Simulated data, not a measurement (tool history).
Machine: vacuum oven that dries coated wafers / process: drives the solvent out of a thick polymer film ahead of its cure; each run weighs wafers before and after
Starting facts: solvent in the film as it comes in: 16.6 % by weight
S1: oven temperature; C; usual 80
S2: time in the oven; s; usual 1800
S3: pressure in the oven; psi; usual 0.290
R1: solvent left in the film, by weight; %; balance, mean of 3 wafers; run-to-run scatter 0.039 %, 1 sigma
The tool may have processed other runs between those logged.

Run 1, day 0.000: usual settings. Result: R1 4.73 %.
Run 2, day 0.567: usual settings. Result: R1 4.67 %.
Run 3, day 1.367: usual settings but S2 960 s. Result: R1 7.26 %.
Run 4, day 1.950: usual settings but S2 960 s. Result: R1 7.29 %.
Run 5, day 2.483: usual settings but S1 68 C, S2 960 s. Result: R1 10.53 %.
Run 6, day 3.404: usual settings but S3 0.180 psi. Result: R1 3.90 %.
Run 7, day 4.062: usual settings. Result: R1 4.71 %.
Run 8, day 4.579: usual settings. Result: R1 4.74 %.
Run 9, day 5.200: usual settings. Result: R1 4.80 %.
Run 10, day 6.008: usual settings. Result: R1 4.75 %.
Run 11, day 6.408: usual settings. Result: R1 4.76 %.
Run 12, day 7.142: usual settings. Result: R1 4.73 %.
Run 13, day 7.817: usual settings. Result: R1 4.80 %.
Run 14, day 8.458: usual settings but S1 77 C. Result: R1 5.65 %.
Run 15, day 9.242: usual settings but S1 77 C. Result: R1 5.56 %.
Run 16, day 10.062: usual settings but S1 77 C. Result: R1 5.55 %.
Run 17, day 10.846: usual settings but S1 77 C. Result: R1 5.64 %.
Run 18, day 11.350: usual settings but S1 77 C. Result: R1 5.57 %.
Run 19, day 11.904: usual settings but S1 77 C, S3 0.796 psi. Result: R1 9.67 %.
Run 20, day 12.638: usual settings but S1 73 C. Result: R1 6.87 %.
Run 21, day 13.188: usual settings but S1 73 C. Result: R1 6.89 %.
Run 22, day 13.888: usual settings but S1 73 C. Result: R1 6.83 %.
Run 23, day 14.308: usual settings but S1 73 C. Result: R1 6.78 %.
Run 24, day 14.742: usual settings but S1 73 C. Result: R1 6.84 %.
Run 25, day 15.321: usual settings but S2 1200 s, S3 0.267 psi. Result: R1 6.19 %.
Run 26, day 15.854: usual settings but S1 78 C, S2 2400 s, S3 0.236 psi. Result: R1 3.90 %.
Run 27, day 16.658: usual settings but S1 78 C, S2 2640 s, S3 0.236 psi. Result: R1 3.58 %.
At day 16.967: oven's thermocouples calibrated.
Run 28, day 17.208: usual settings but S1 81 C, S2 1860 s, S3 0.155 psi. Result: R1 3.37 %.
Run 29, day 18.088: usual settings but S1 84 C, S2 2340 s. Result: R1 3.00 %.
Run 30, day 19.021: usual settings but S1 92 C, S2 1680 s, S3 0.184 psi. Result: R1 1.76 %.
Run 31, day 19.412: usual settings but S1 92 C, S2 1680 s, S3 0.184 psi. Result: R1 1.76 %.
Run 32, day 20.129: usual settings but S1 69 C. Result: R1 8.11 %.
Run 33, day 20.958: usual settings but S1 69 C. Result: R1 8.15 %.
Run 34, day 21.746: usual settings but S1 86 C, S2 1560 s. Result: R1 3.73 %.
Run 35, day 22.617: usual settings but S1 78 C, S2 1980 s, S3 0.419 psi. Result: R1 6.10 %.
Run 36, day 23.300: usual settings but S1 85 C, S2 1980 s, S3 0.419 psi. Result: R1 4.07 %.
Run 37, day 24.033: usual settings but S1 85 C, S2 1980 s, S3 0.419 psi. Result: R1 4.06 %.
Run 38, day 24.546: usual settings but S1 85 C, S2 2640 s, S3 0.825 psi. Result: R1 6.44 %.
Run 39, day 25.225: usual settings but S1 85 C, S2 2640 s, S3 0.825 psi. Result: R1 6.38 %.
Run 40, day 25.662: usual settings but S1 82 C, S2 1380 s, S3 0.512 psi. Result: R1 6.69 %.
Run 41, day 26.392: usual settings but S2 3240 s, S3 0.940 psi. Result: R1 8.82 %.
Run 42, day 27.079: usual settings but S1 93 C, S2 1200 s, S3 0.293 psi. Result: R1 2.99 %.
Run 43, day 27.550: usual settings but S1 69 C, S2 2880 s, S3 0.338 psi. Result: R1 6.96 %.
Run 44, day 28.383: usual settings but S1 69 C, S2 2880 s, S3 0.338 psi. Result: R1 6.95 %.

Consider 3 possible next runs. They are alternatives, not a sequence: every one starts from the tool as it was left by run 44. What does each give?
Run A, day 29.208: usual settings but S1 81 C, S2 1080 s, S3 0.338 psi. Result: R1 ?.
Run B, day 29.208: usual settings but S1 91 C, S2 1560 s, S3 0.231 psi. Result: R1 ?.
Run C, day 29.208: usual settings but S1 67 C, S2 960 s, S3 0.197 psi. Result: R1 ?.

run     R1
  A   6.72
  B   2.34
  C  10.33
With the hidden condition removed and each run's random variation left untouched, the same runs would have given:
run     R1
  A   6.72
  B   2.34
  C  10.32

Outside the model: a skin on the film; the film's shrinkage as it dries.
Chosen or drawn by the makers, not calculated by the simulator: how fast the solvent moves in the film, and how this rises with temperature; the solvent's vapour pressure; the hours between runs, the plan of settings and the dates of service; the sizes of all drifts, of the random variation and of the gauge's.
